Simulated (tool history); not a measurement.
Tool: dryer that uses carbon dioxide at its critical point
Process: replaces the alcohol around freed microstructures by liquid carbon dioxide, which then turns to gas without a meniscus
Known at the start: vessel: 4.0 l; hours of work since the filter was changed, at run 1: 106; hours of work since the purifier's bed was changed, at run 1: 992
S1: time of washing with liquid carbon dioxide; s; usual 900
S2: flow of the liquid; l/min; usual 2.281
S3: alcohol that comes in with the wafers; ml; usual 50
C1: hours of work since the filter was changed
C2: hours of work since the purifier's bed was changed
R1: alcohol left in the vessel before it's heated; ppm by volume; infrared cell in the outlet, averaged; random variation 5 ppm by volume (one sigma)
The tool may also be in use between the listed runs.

run 1 day=0.000 | S1=900 S2=2.281 S3=50 | C1=106 C2=992 | R1=124
run 2 day=1.746 | S1=900 S2=2.281 S3=111 | C1=128 C2=1014 | R1=142
-- day=2.217 purifier's bed changed
run 3 day=2.929 | S1=900 S2=2.281 S3=111 | C1=142 C2=9 | R1=41
run 4 day=4.254 | S1=900 S2=2.281 S3=111 | C1=159 C2=26 | R1=46
run 5 day=6.379 | S1=1260 S2=2.281 S3=50 | C1=186 C2=53 | R1=12
run 6 day=7.792 | S1=1260 S2=2.281 S3=50 | C1=204 C2=71 | R1=17
run 7 day=9.308 | S1=1260 S2=2.281 S3=50 | C1=223 C2=90 | R1=20
run 8 day=11.338 | S1=1260 S2=2.870 S3=50 | C1=249 C2=116 | R1=18
-- day=12.154 inlet filter changed
run 9 day=13.512 | S1=1260 S2=2.870 S3=50 | C1=17 C2=143 | R1=25
run 10 day=14.842 | S1=900 S2=2.760 S3=24 | C1=34 C2=160 | R1=36

5 ways to go on from here, each from the tool as it stands after run 10. What would each give?
run A day=16.075 | S1=900 S2=1.620 S3=22 | C1=50 C2=175 | R1=?
run B day=16.075 | S1=1080 S2=2.950 S3=29 | C1=50 C2=175 | R1=?
run C day=16.075 | S1=900 S2=1.490 S3=39 | C1=50 C2=175 | R1=?
run D day=16.075 | S1=900 S2=2.820 S3=25 | C1=50 C2=175 | R1=?
run E day=16.075 | S1=900 S2=2.070 S3=24 | C1=50 C2=175 | R1=?

run=A R1=68
run=B R1=19
run=C R1=150
run=D R1=30
run=E R1=32
Without the tool's hidden state the same runs would have given:
run=A R1=45
run=B R1=0
run=C R1=120
run=D R1=11
run=E R1=11

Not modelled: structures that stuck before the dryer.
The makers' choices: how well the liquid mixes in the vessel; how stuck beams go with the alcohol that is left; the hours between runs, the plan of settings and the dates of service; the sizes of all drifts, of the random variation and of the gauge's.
